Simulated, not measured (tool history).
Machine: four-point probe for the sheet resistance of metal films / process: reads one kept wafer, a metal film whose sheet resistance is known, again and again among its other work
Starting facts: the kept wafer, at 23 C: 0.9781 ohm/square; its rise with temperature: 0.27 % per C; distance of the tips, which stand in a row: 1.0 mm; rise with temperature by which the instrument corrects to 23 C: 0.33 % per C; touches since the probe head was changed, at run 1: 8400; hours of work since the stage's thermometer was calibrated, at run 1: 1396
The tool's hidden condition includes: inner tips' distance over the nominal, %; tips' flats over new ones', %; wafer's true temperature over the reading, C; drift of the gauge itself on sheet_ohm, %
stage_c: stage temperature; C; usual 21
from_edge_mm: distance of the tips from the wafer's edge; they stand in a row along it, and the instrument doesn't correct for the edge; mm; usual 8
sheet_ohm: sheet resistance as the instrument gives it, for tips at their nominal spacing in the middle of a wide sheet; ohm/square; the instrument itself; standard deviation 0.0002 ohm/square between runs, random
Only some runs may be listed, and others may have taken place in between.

| run | day | stage_c | from_edge_mm | touches since the probe head was changed | hours of work since the stage's thermometer was calibrated | sheet_ohm |
|---|---|---|---|---|---|---|
| 1 | 0.000 | 21 | 8 | 8400 | 1396 | 0.982000 |
| 2 | 0.738 | 31 | 8 | 8793 | 1408 | 0.976285 |
| 3 | 1.471 | 31 | 8 | 9184 | 1419 | 0.976619 |
| 4 | 2.008 | 31 | 8 | 9470 | 1427 | 0.976438 |
| 5 | 2.750 | 31 | 8 | 9866 | 1438 | 0.976406 |
| 6 | 3.625 | 34 | 8 | 10332 | 1452 | 0.975053 |
| 7 | 4.329 | 34 | 8 | 10709 | 1463 | 0.974945 |
| 8 | 5.317 | 21 | 8 | 11236 | 1478 | 0.982065 |
| 9 | 5.888 | 21 | 8 | 11540 | 1486 | 0.981788 |
| 10 | 6.450 | 21 | 8 | 11840 | 1495 | 0.982034 |
| 11 | 7.025 | 21 | 8 | 12146 | 1504 | 0.981845 |
| 12 | 7.575 | 21 | 8 | 12439 | 1512 | 0.981851 |
| 13 | 8.100 | 21 | 8 | 12719 | 1520 | 0.981810 |
| 14 | 9.075 | 21 | 8 | 13239 | 1535 | 0.981662 |
| 15 | 9.708 | 21 | 8 | 13578 | 1545 | 0.981860 |
| 16 | 10.133 | 21 | 8 | 13803 | 1551 | 0.981765 |
| 17 | 10.717 | 21 | 8 | 14114 | 1560 | 0.981869 |
| 18 | 11.504 | 21 | 8 | 14534 | 1572 | 0.981573 |
| 19 | 12.321 | 21 | 8 | 14970 | 1585 | 0.981690 |
| 20 | 12.879 | 21 | 8 | 15268 | 1593 | 0.981961 |
| 21 | 13.721 | 21 | 8 | 15718 | 1606 | 0.981513 |
| 22 | 14.638 | 21 | 8 | 16205 | 1620 | 0.982130 |
| 23 | 15.192 | 18 | 8 | 16501 | 1629 | 0.983526 |
| 24 | 15.871 | 32 | 8 | 16864 | 1639 | 0.975876 |
| 25 | 16.708 | 21 | 50 | 17310 | 1652 | 0.973685 |
| 26 | 17.504 | 21 | 50 | 17735 | 1664 | 0.973943 |
| 27 | 18.162 | 19 | 39 | 18085 | 1674 | 0.974998 |
|  | 18.229 | stage's thermometer calibrated |
| 28 | 18.833 | 21 | 6 | 18433 | 9 | 0.987783 |
| 29 | 19.812 | 21 | 6 | 18955 | 24 | 0.987634 |
| 30 | 20.421 | 29 | 29 | 19278 | 33 | 0.969609 |
| 31 | 21.092 | 19 | 35 | 19635 | 44 | 0.974939 |
| 32 | 21.808 | 23 | 15 | 20018 | 55 | 0.974520 |
| 33 | 22.696 | 23 | 15 | 20493 | 68 | 0.974507 |
| 34 | 23.096 | 34 | 16 | 20706 | 74 | 0.968262 |
|  | 23.438 | stage's thermometer calibrated, once more |
| 35 | 23.654 | 34 | 16 | 20991 | 3 | 0.969040 |
| 36 | 24.346 | 20 | 34 | 21360 | 14 | 0.974945 |
| 37 | 25.054 | 20 | 34 | 21738 | 25 | 0.975046 |
| 38 | 25.458 | 20 | 34 | 21955 | 31 | 0.974957 |
| 39 | 25.950 | 20 | 34 | 22215 | 38 | 0.975231 |
| 40 | 26.912 | 20 | 34 | 22729 | 53 | 0.974796 |
| 41 | 27.762 | 20 | 34 | 23182 | 66 | 0.975202 |
| 42 | 28.417 | 20 | 34 | 23533 | 76 | 0.975124 |
| 43 | 29.283 | 20 | 34 | 23993 | 89 | 0.974968 |
| 44 | 29.912 | 20 | 51 | 24329 | 99 | 0.974514 |
| 45 | 30.612 | 20 | 51 | 24704 | 110 | 0.974274 |

Predict each of these 4 candidate next runs independently; none follows another, all start after run 45:
| A | 31.471 | 24 | 5 | 25161 | 123 | ? |
| B | 31.471 | 34 | 27 | 25161 | 123 | ? |
| C | 31.471 | 21 | 17 | 25161 | 123 | ? |
| D | 31.471 | 20 | 13 | 25161 | 123 | ? |

| run | sheet_ohm |
|---|---|
| A | 0.993159 |
| B | 0.967515 |
| C | 0.975493 |
| D | 0.977619 |
What these runs would have given with no unlogged condition in the tool:
| run | sheet_ohm |
|---|---|
| A | 0.998644 |
| B | 0.972866 |
| C | 0.980888 |
| D | 0.983025 |

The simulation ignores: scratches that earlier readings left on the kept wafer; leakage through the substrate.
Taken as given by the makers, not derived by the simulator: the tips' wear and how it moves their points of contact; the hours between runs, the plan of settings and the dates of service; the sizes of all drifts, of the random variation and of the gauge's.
